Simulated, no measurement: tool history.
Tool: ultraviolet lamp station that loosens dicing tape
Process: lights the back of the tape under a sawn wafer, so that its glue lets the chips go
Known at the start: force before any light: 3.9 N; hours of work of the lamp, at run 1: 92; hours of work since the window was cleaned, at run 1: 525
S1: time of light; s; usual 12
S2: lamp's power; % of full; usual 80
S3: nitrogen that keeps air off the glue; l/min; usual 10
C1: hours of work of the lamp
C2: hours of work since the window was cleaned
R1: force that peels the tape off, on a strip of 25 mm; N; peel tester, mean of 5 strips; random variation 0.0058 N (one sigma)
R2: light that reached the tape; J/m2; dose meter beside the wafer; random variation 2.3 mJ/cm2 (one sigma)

run,hour,S1,S2,S3,C1,C2,R1,R2
1,0.0,12,80,10,92,525,0.183,2060
2,46.6,12,80,10,126,559,0.180,2030
3,85.2,12,80,10,154,587,0.200,1980
4,131.7,12,80,10,188,621,0.201,1920
5,160.5,12,80,10,209,642,0.193,1950
# hour 188.9: window cleaned of glue's vapour
6,188.9,12,80,10,229,0,0.222,1840
7,222.9,12,80,10,254,25,0.230,1850
8,269.3,12,80,10,288,59,0.229,1780
# hour 276.6: window cleaned of glue's vapour, once more
9,306.7,12,80,6,315,22,0.261,2060
10,342.7,12,80,6,341,48,0.264,2060
11,380.5,12,80,6,369,76,0.260,2000
12,415.4,12,80,6,394,101,0.291,1960
13,448.6,19,79,5,418,125,0.155,3080
14,495.8,12,80,8,453,160,0.245,1880
15,542.9,12,90,10,487,194,0.163,2150
16,577.9,12,90,10,512,220,0.179,2070
17,618.2,12,90,10,542,249,0.177,2040
18,656.8,12,81,10,570,277,0.230,1800
19,690.1,12,81,10,594,301,0.236,1720
20,716.4,12,72,10,613,321,0.311,1540

Run 21 comes next. What will it give?
21,739.3,10,90,5,630,337,?,?

Run 21 gave R1 0.506 N, R2 1590 J/m2.
Without the tool's hidden state the same run would have given R1 0.267 N, R2 2220 J/m2.
